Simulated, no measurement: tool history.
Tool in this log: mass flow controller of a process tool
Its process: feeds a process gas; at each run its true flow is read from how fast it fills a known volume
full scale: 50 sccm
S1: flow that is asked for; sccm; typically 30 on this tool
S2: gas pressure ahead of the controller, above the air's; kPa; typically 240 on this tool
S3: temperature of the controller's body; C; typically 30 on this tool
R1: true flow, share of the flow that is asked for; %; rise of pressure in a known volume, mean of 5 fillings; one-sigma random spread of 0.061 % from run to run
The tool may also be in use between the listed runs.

| run | hour | S1 | S2 | S3 | R1 |
|---|---|---|---|---|---|
| 1 | 0.0 | 30 | 240 | 30 | 99.81 |
| 2 | 329.5 | 30 | 240 | 30 | 100.20 |
| 3 | 573.1 | 30 | 240 | 30 | 100.22 |
| 4 | 851.0 | 30 | 240 | 30 | 100.32 |
| 5 | 1232.3 | 30 | 240 | 30 | 100.35 |
|  | 1532.6 | controller's zero set anew |
| 6 | 1534.7 | 30 | 147 | 30 | 99.79 |
| 7 | 1826.3 | 30 | 147 | 30 | 100.04 |
| 8 | 2227.7 | 30 | 240 | 30 | 100.87 |
| 9 | 2568.2 | 30 | 240 | 30 | 100.94 |
| 10 | 3022.4 | 30 | 240 | 30 | 101.17 |
| 11 | 3336.2 | 30 | 240 | 30 | 101.31 |
| 12 | 3759.4 | 11 | 240 | 30 | 100.62 |
| 13 | 3988.7 | 11 | 240 | 30 | 100.69 |
| 14 | 4426.7 | 30 | 240 | 30 | 101.82 |
| 15 | 4728.6 | 30 | 240 | 35 | 102.32 |
| 16 | 4989.0 | 30 | 240 | 35 | 102.46 |
| 17 | 5420.4 | 30 | 240 | 35 | 102.76 |
| 18 | 5783.1 | 30 | 240 | 30 | 102.35 |
| 19 | 6013.4 | 10 | 240 | 30 | 101.56 |
| 20 | 6374.7 | 10 | 240 | 30 | 101.57 |
| 21 | 6675.0 | 30 | 240 | 34 | 103.18 |
| 22 | 7050.7 | 30 | 240 | 34 | 103.25 |
|  | 7213.6 | gauge calibrated |
| 23 | 7418.6 | 30 | 240 | 34 | 100.38 |
| 24 | 7795.5 | 30 | 240 | 34 | 100.49 |
| 25 | 7996.0 | 30 | 240 | 34 | 100.69 |
| 26 | 8240.4 | 35 | 184 | 33 | 100.45 |
| 27 | 8443.4 | 12 | 244 | 30 | 99.61 |
| 28 | 8695.3 | 16 | 148 | 31 | 99.27 |
| 29 | 9146.0 | 16 | 148 | 31 | 99.49 |
| 30 | 9459.9 | 11 | 148 | 31 | 99.41 |
| 31 | 9682.7 | 11 | 148 | 31 | 99.54 |
| 32 | 9995.1 | 11 | 148 | 23 | 98.74 |
| 33 | 10453.9 | 35 | 267 | 37 | 102.43 |
| 34 | 10666.6 | 35 | 267 | 37 | 102.42 |
| 35 | 10938.5 | 30 | 215 | 26 | 100.86 |
| 36 | 11261.3 | 6 | 267 | 36 | 101.30 |
| 37 | 11524.6 | 6 | 267 | 36 | 101.48 |
| 38 | 11729.2 | 6 | 267 | 36 | 101.59 |
| 39 | 12081.9 | 6 | 267 | 36 | 101.63 |
| 40 | 12501.2 | 34 | 206 | 33 | 102.34 |
| 41 | 12774.8 | 34 | 206 | 33 | 102.43 |
| 42 | 13196.6 | 7 | 206 | 25 | 100.54 |
|  | 13274.8 | controller exchanged for a calibrated one |
| 43 | 13418.0 | 7 | 206 | 25 | 100.56 |
| 44 | 13686.2 | 7 | 206 | 25 | 100.72 |
| 45 | 13967.5 | 15 | 206 | 22 | 100.98 |
| 46 | 14296.4 | 30 | 233 | 31 | 102.79 |
| 47 | 14531.7 | 8 | 240 | 23 | 101.08 |

Pick out some run-to-run changes in R1. Of each, how much would a tool without hidden state show as well, from the settings, what came in and chance, and how much is left for the hidden state and any gauge scatter not in both results compared?
The tool's hidden condition here consists of: flow at rest that the sensor doesn't see, % of full scale; true flow over the shown one, %; drift of the gauge itself on true_pct, %.
Run 13 -> 14: S1 11 -> 30. R1 +1.13 %: hidden state +0.20, all else +0.93.
Run 22 -> 23: gauge calibrated. R1 -2.87 %: hidden state -2.84, all else -0.03.
Run 32 -> 33: S1 11 -> 35, S2 148 -> 267, S3 23 -> 37. R1 +3.69 %: hidden state +0.22, all else +3.47.
Run 41 -> 42: S1 34 -> 7, S3 33 -> 25. R1 -1.89 %: hidden state +0.14, all else -2.03.

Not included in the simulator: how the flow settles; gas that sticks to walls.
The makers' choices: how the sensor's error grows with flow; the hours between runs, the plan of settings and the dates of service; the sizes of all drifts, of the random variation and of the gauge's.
